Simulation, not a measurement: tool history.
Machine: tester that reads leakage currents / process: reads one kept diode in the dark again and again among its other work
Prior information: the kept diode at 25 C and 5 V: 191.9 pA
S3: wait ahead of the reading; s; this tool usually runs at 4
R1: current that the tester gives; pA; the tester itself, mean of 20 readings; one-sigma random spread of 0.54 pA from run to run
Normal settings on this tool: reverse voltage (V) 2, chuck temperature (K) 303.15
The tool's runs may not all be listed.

{"run": 1, "hour": 0.0, "reverse voltage (V)": 2, "chuck temperature (K)": 303.15, "S3": 4, "R1": 193.71}
{"run": 2, "hour": 41.2, "reverse voltage (V)": 2, "chuck temperature (K)": 303.15, "S3": 4, "R1": 194.51}
{"run": 3, "hour": 109.4, "reverse voltage (V)": 2, "chuck temperature (K)": 303.15, "S3": 4, "R1": 196.28}
{"run": 4, "hour": 171.3, "reverse voltage (V)": 3.6, "chuck temperature (K)": 303.15, "S3": 4, "R1": 265.66}
{"run": 5, "hour": 226.5, "reverse voltage (V)": 6.3, "chuck temperature (K)": 303.15, "S3": 4, "R1": 354.96}
{"run": 6, "hour": 290.0, "reverse voltage (V)": 2, "chuck temperature (K)": 303.15, "S3": 4, "R1": 200.97}
{"run": 7, "hour": 319.6, "reverse voltage (V)": 2, "chuck temperature (K)": 303.15, "S3": 4, "R1": 200.6}
{"run": 8, "hour": 352.6, "reverse voltage (V)": 2, "chuck temperature (K)": 303.15, "S3": 5.69, "R1": 201.37}
{"run": 9, "hour": 411.7, "reverse voltage (V)": 2, "chuck temperature (K)": 303.15, "S3": 2.02, "R1": 203.97}
{"run": 10, "hour": 466.2, "reverse voltage (V)": 3.74, "chuck temperature (K)": 310.15, "S3": 0.3, "R1": 470.84}
{"run": 11, "hour": 514.1, "reverse voltage (V)": 18.97, "chuck temperature (K)": 300.15, "S3": 4, "R1": 518.32}
{"run": 12, "hour": 560.6, "reverse voltage (V)": 1.23, "chuck temperature (K)": 318.15, "S3": 0.65, "R1": 480.34}
{"run": 13, "hour": 615.4, "reverse voltage (V)": 1.96, "chuck temperature (K)": 318.15, "S3": 7.06, "R1": 608.59}
{"run": 14, "hour": 659.5, "reverse voltage (V)": 1.96, "chuck temperature (K)": 318.15, "S3": 7.06, "R1": 610.62}
{"run": 15, "hour": 704.1, "reverse voltage (V)": 1.96, "chuck temperature (K)": 318.15, "S3": 7.06, "R1": 612.73}
{"run": 16, "hour": 769.0, "reverse voltage (V)": 1.42, "chuck temperature (K)": 303.15, "S3": 0.7, "R1": 178.28}
{"run": 17, "hour": 816.9, "reverse voltage (V)": 1.26, "chuck temperature (K)": 317.15, "S3": 4, "R1": 463.7}

Forecast each of these 4 alternatives for the next run:
{"run": "A", "hour": 864.6, "reverse voltage (V)": 18.79, "chuck temperature (K)": 295.15, "S3": 5.26, "R1": "?"}
{"run": "B", "hour": 864.6, "reverse voltage (V)": 3.5, "chuck temperature (K)": 330.15, "S3": 4, "R1": "?"}
{"run": "C", "hour": 864.6, "reverse voltage (V)": 1.3, "chuck temperature (K)": 303.15, "S3": 1.61, "R1": "?"}
{"run": "D", "hour": 864.6, "reverse voltage (V)": 2, "chuck temperature (K)": 325.15, "S3": 5.53, "R1": "?"}

run=A R1=370.61
run=B R1=1841.48
run=C R1=170.89
run=D R1=1007.17
Without the tool's unlogged condition, the same runs would have read:
run=A R1=290.87
run=B R1=1613.93
run=C R1=144.83
run=D R1=878.92

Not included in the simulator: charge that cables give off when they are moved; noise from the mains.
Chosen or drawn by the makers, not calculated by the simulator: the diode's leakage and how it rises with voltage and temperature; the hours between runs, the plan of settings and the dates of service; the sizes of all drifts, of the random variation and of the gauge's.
